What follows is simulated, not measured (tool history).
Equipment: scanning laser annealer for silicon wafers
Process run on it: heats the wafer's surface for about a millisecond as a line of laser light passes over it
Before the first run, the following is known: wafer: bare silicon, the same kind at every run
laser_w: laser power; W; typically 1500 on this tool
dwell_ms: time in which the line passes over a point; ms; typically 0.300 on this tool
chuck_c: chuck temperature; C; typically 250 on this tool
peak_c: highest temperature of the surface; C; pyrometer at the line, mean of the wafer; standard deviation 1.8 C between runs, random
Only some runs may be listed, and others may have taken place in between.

Run 1, hour 0.0: usual settings. Result: peak_c 1034 C.
Run 2, hour 32.0: usual settings. Result: peak_c 1034 C.
Run 3, hour 61.9: usual settings. Result: peak_c 1033 C.
Run 4, hour 79.1: usual settings. Result: peak_c 1029 C.
Run 5, hour 94.8: usual settings. Result: peak_c 1034 C.
Run 6, hour 123.0: usual settings but dwell_ms 0.297 ms. Result: peak_c 1025 C.
Run 7, hour 147.0: usual settings. Result: peak_c 1031 C.
Run 8, hour 168.9: usual settings. Result: peak_c 1030 C.
Run 9, hour 189.0: usual settings. Result: peak_c 1032 C.
Run 10, hour 206.2: usual settings. Result: peak_c 1029 C.
Run 11, hour 227.9: usual settings. Result: peak_c 1030 C.
Run 12, hour 249.9: usual settings but laser_w 1403 W. Result: peak_c 966 C.
Run 13, hour 271.8: usual settings but chuck_c 275 C. Result: peak_c 1059 C.
Run 14, hour 289.8: usual settings but dwell_ms 0.339 ms, chuck_c 275 C. Result: peak_c 1104 C.
Run 15, hour 321.0: usual settings but laser_w 1519 W. Result: peak_c 1045 C.
Run 16, hour 354.1: usual settings. Result: peak_c 1031 C.
Run 17, hour 368.2: usual settings. Result: peak_c 1033 C.
Run 18, hour 400.4: usual settings but laser_w 1562 W, chuck_c 253 C. Result: peak_c 1076 C.
Run 19, hour 415.5: usual settings but dwell_ms 0.211 ms, chuck_c 286 C. Result: peak_c 949 C.
Run 20, hour 433.6: usual settings but laser_w 1571 W. Result: peak_c 1083 C.
Run 21, hour 455.3: usual settings but laser_w 1321 W, dwell_ms 0.274 ms, chuck_c 240 C. Result: peak_c 872 C.
Run 22, hour 472.2: usual settings but laser_w 1321 W, dwell_ms 0.274 ms, chuck_c 240 C. Result: peak_c 874 C.
Run 23, hour 504.8: usual settings but laser_w 1567 W, chuck_c 263 C. Result: peak_c 1094 C.
Run 24, hour 528.4: usual settings but laser_w 1509 W, dwell_ms 0.373 ms, chuck_c 287 C. Result: peak_c 1164 C.
Run 25, hour 561.6: usual settings but laser_w 1277 W, dwell_ms 0.253 ms, chuck_c 259 C. Result: peak_c 841 C.
Run 26, hour 586.1: usual settings but laser_w 1376 W, chuck_c 273 C. Result: peak_c 969 C.
Run 27, hour 614.8: usual settings but laser_w 1376 W, chuck_c 273 C. Result: peak_c 971 C.
Run 28, hour 628.7: usual settings but laser_w 1376 W, chuck_c 273 C. Result: peak_c 972 C.
Run 29, hour 644.4: usual settings but laser_w 1598 W, chuck_c 279 C. Result: peak_c 1130 C.
Run 30, hour 670.3: usual settings but laser_w 1518 W, dwell_ms 0.282 ms, chuck_c 258 C. Result: peak_c 1032 C.
Run 31, hour 694.5: usual settings but laser_w 1304 W, chuck_c 264 C. Result: peak_c 911 C.

Not shown: 1 entry that the log had between the listed runs. Between which runs, and how does the tool's hidden state differ before and after?
After run 23, before run 24: window over the wafer cleaned (hour 520.2)
  light that passes the window, % of a clean one's: 99.86 -> 100
